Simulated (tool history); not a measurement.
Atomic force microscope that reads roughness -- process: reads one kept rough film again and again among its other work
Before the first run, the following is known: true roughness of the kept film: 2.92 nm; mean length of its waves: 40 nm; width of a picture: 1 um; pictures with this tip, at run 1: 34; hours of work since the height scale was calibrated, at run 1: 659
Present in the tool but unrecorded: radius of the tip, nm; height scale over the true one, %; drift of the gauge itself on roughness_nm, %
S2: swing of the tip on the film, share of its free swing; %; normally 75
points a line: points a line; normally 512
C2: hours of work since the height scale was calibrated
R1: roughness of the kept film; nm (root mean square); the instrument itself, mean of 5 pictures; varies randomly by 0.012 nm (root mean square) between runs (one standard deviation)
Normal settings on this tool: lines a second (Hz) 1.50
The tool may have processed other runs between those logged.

{"run": 1, "hour": 0.0, "lines a second (Hz)": 1.5, "S2": 75, "points a line": 512, "pictures with this tip": 34, "C2": 659, "R1": 2.702}
{"run": 2, "hour": 50.9, "lines a second (Hz)": 1.5, "S2": 75, "points a line": 512, "pictures with this tip": 75, "C2": 684, "R1": 2.716}
{"hour": 75.9, "done": "new tip fitted"}
{"run": 3, "hour": 103.4, "lines a second (Hz)": 1.5, "S2": 75, "points a line": 512, "pictures with this tip": 22, "C2": 709, "R1": 2.723}
{"run": 4, "hour": 147.7, "lines a second (Hz)": 1.5, "S2": 57, "points a line": 512, "pictures with this tip": 58, "C2": 730, "R1": 2.765}
{"hour": 192.6, "done": "new tip fitted"}
{"run": 5, "hour": 198.7, "lines a second (Hz)": 1.5, "S2": 57, "points a line": 512, "pictures with this tip": 5, "C2": 755, "R1": 2.771}
{"run": 6, "hour": 236.5, "lines a second (Hz)": 1.5, "S2": 69, "points a line": 512, "pictures with this tip": 36, "C2": 773, "R1": 2.745}
{"run": 7, "hour": 262.9, "lines a second (Hz)": 0.73, "S2": 75, "points a line": 512, "pictures with this tip": 58, "C2": 786, "R1": 2.743}
{"hour": 308.3, "done": "new tip fitted"}
{"run": 8, "hour": 308.3, "lines a second (Hz)": 0.96, "S2": 75, "points a line": 512, "pictures with this tip": 0, "C2": 808, "R1": 2.754}
{"run": 9, "hour": 340.1, "lines a second (Hz)": 2.92, "S2": 75, "points a line": 512, "pictures with this tip": 26, "C2": 824, "R1": 2.622}
{"run": 10, "hour": 374.5, "lines a second (Hz)": 1.5, "S2": 75, "points a line": 512, "pictures with this tip": 54, "C2": 840, "R1": 2.686}
{"run": 11, "hour": 401.1, "lines a second (Hz)": 1.11, "S2": 75, "points a line": 512, "pictures with this tip": 76, "C2": 853, "R1": 2.74}
{"hour": 423.6, "done": "new tip fitted"}
{"run": 12, "hour": 428.6, "lines a second (Hz)": 1.11, "S2": 75, "points a line": 512, "pictures with this tip": 4, "C2": 867, "R1": 2.745}
{"run": 13, "hour": 454.4, "lines a second (Hz)": 1.5, "S2": 75, "points a line": 512, "pictures with this tip": 25, "C2": 879, "R1": 2.711}
{"run": 14, "hour": 488.7, "lines a second (Hz)": 0.52, "S2": 75, "points a line": 512, "pictures with this tip": 53, "C2": 896, "R1": 2.755}
{"run": 15, "hour": 511.8, "lines a second (Hz)": 0.52, "S2": 75, "points a line": 512, "pictures with this tip": 72, "C2": 907, "R1": 2.758}
{"hour": 539.1, "done": "new tip fitted"}
{"run": 16, "hour": 564.0, "lines a second (Hz)": 0.52, "S2": 75, "points a line": 512, "pictures with this tip": 20, "C2": 932, "R1": 2.783}
{"run": 17, "hour": 587.6, "lines a second (Hz)": 0.52, "S2": 75, "points a line": 290, "pictures with this tip": 39, "C2": 944, "R1": 2.758}
{"run": 18, "hour": 628.9, "lines a second (Hz)": 0.52, "S2": 75, "points a line": 290, "pictures with this tip": 73, "C2": 964, "R1": 2.747}
{"hour": 656.9, "done": "new tip fitted"}
{"run": 19, "hour": 658.4, "lines a second (Hz)": 1.5, "S2": 78, "points a line": 512, "pictures with this tip": 1, "C2": 978, "R1": 2.677}
{"run": 20, "hour": 702.8, "lines a second (Hz)": 1.5, "S2": 78, "points a line": 512, "pictures with this tip": 38, "C2": 1000, "R1": 2.702}
{"run": 21, "hour": 755.4, "lines a second (Hz)": 1.5, "S2": 78, "points a line": 512, "pictures with this tip": 80, "C2": 1025, "R1": 2.692}
{"hour": 769.6, "done": "new tip fitted"}
{"run": 22, "hour": 805.1, "lines a second (Hz)": 1.5, "S2": 78, "points a line": 512, "pictures with this tip": 28, "C2": 1049, "R1": 2.683}
{"run": 23, "hour": 845.1, "lines a second (Hz)": 1.5, "S2": 78, "points a line": 512, "pictures with this tip": 61, "C2": 1069, "R1": 2.681}
{"run": 24, "hour": 874.0, "lines a second (Hz)": 0.83, "S2": 64, "points a line": 431, "pictures with this tip": 84, "C2": 1083, "R1": 2.761}
{"hour": 883.6, "done": "new tip fitted"}
{"run": 25, "hour": 920.5, "lines a second (Hz)": 0.83, "S2": 64, "points a line": 431, "pictures with this tip": 30, "C2": 1105, "R1": 2.758}
{"run": 26, "hour": 949.7, "lines a second (Hz)": 1.03, "S2": 87, "points a line": 576, "pictures with this tip": 54, "C2": 1120, "R1": 2.694}
{"run": 27, "hour": 989.0, "lines a second (Hz)": 1.52, "S2": 87, "points a line": 576, "pictures with this tip": 86, "C2": 1139, "R1": 2.637}
{"hour": 997.5, "done": "new tip fitted"}
{"run": 28, "hour": 1013.4, "lines a second (Hz)": 1.5, "S2": 85, "points a line": 309, "pictures with this tip": 13, "C2": 1150, "R1": 2.629}
{"run": 29, "hour": 1049.1, "lines a second (Hz)": 2.2, "S2": 63, "points a line": 611, "pictures with this tip": 42, "C2": 1168, "R1": 2.714}
{"run": 30, "hour": 1096.5, "lines a second (Hz)": 2.08, "S2": 63, "points a line": 378, "pictures with this tip": 81, "C2": 1191, "R1": 2.734}
{"hour": 1112.3, "done": "new tip fitted"}
{"run": 31, "hour": 1141.2, "lines a second (Hz)": 1.31, "S2": 73, "points a line": 327, "pictures with this tip": 23, "C2": 1212, "R1": 2.696}
{"run": 32, "hour": 1176.7, "lines a second (Hz)": 1.5, "S2": 81, "points a line": 350, "pictures with this tip": 52, "C2": 1230, "R1": 2.656}
{"hour": 1226.3, "done": "new tip fitted"}
{"run": 33, "hour": 1228.0, "lines a second (Hz)": 0.52, "S2": 75, "points a line": 512, "pictures with this tip": 2, "C2": 1254, "R1": 2.746}
{"run": 34, "hour": 1267.1, "lines a second (Hz)": 0.52, "S2": 75, "points a line": 512, "pictures with this tip": 33, "C2": 1274, "R1": 2.79}
{"run": 35, "hour": 1311.2, "lines a second (Hz)": 0.52, "S2": 75, "points a line": 265, "pictures with this tip": 69, "C2": 1295, "R1": 2.773}
{"hour": 1341.3, "done": "new tip fitted"}
{"run": 36, "hour": 1342.3, "lines a second (Hz)": 0.52, "S2": 75, "points a line": 265, "pictures with this tip": 1, "C2": 1310, "R1": 2.75}
{"run": 37, "hour": 1371.5, "lines a second (Hz)": 0.52, "S2": 75, "points a line": 265, "pictures with this tip": 25, "C2": 1324, "R1": 2.755}
{"run": 38, "hour": 1396.8, "lines a second (Hz)": 2.95, "S2": 89, "points a line": 457, "pictures with this tip": 45, "C2": 1336, "R1": 2.453}
{"run": 39, "hour": 1441.5, "lines a second (Hz)": 2.95, "S2": 89, "points a line": 457, "pictures with this tip": 82, "C2": 1358, "R1": 2.45}
{"hour": 1456.1, "done": "new tip fitted"}
{"run": 40, "hour": 1493.3, "lines a second (Hz)": 2.95, "S2": 89, "points a line": 457, "pictures with this tip": 31, "C2": 1383, "R1": 2.447}
{"run": 41, "hour": 1535.6, "lines a second (Hz)": 1.43, "S2": 71, "points a line": 488, "pictures with this tip": 65, "C2": 1404, "R1": 2.732}
{"run": 42, "hour": 1561.5, "lines a second (Hz)": 3.33, "S2": 75, "points a line": 512, "pictures with this tip": 86, "C2": 1417, "R1": 2.584}
{"hour": 1571.2, "done": "new tip fitted"}
{"run": 43, "hour": 1611.8, "lines a second (Hz)": 1.26, "S2": 82, "points a line": 797, "pictures with this tip": 34, "C2": 1441, "R1": 2.703}
{"run": 44, "hour": 1643.0, "lines a second (Hz)": 1.5, "S2": 60, "points a line": 517, "pictures with this tip": 59, "C2": 1456, "R1": 2.752}
{"hour": 1683.8, "done": "new tip fitted"}
{"run": 45, "hour": 1692.5, "lines a second (Hz)": 1.5, "S2": 77, "points a line": 512, "pictures with this tip": 7, "C2": 1480, "R1": 2.7}
{"run": 46, "hour": 1723.6, "lines a second (Hz)": 1.5, "S2": 77, "points a line": 512, "pictures with this tip": 32, "C2": 1495, "R1": 2.708}

Below are 4 alternative next runs, each starting from the tool's condition after run 46. Predict each:
{"run": "A", "hour": 1761.7, "lines a second (Hz)": 3.6, "S2": 62, "points a line": 671, "pictures with this tip": 63, "C2": 1514, "R1": "?"}
{"run": "B", "hour": 1761.7, "lines a second (Hz)": 1.11, "S2": 77, "points a line": 276, "pictures with this tip": 63, "C2": 1514, "R1": "?"}
{"run": "C", "hour": 1761.7, "lines a second (Hz)": 3.0, "S2": 59, "points a line": 851, "pictures with this tip": 63, "C2": 1514, "R1": "?"}
{"run": "D", "hour": 1761.7, "lines a second (Hz)": 3.33, "S2": 69, "points a line": 320, "pictures with this tip": 63, "C2": 1514, "R1": "?"}

run=A R1=2.706
run=B R1=2.708
run=C R1=2.734
run=D R1=2.627
Without the tool's unlogged condition, the same runs would have read:
run=A R1=2.711
run=B R1=2.712
run=C R1=2.738
run=D R1=2.631
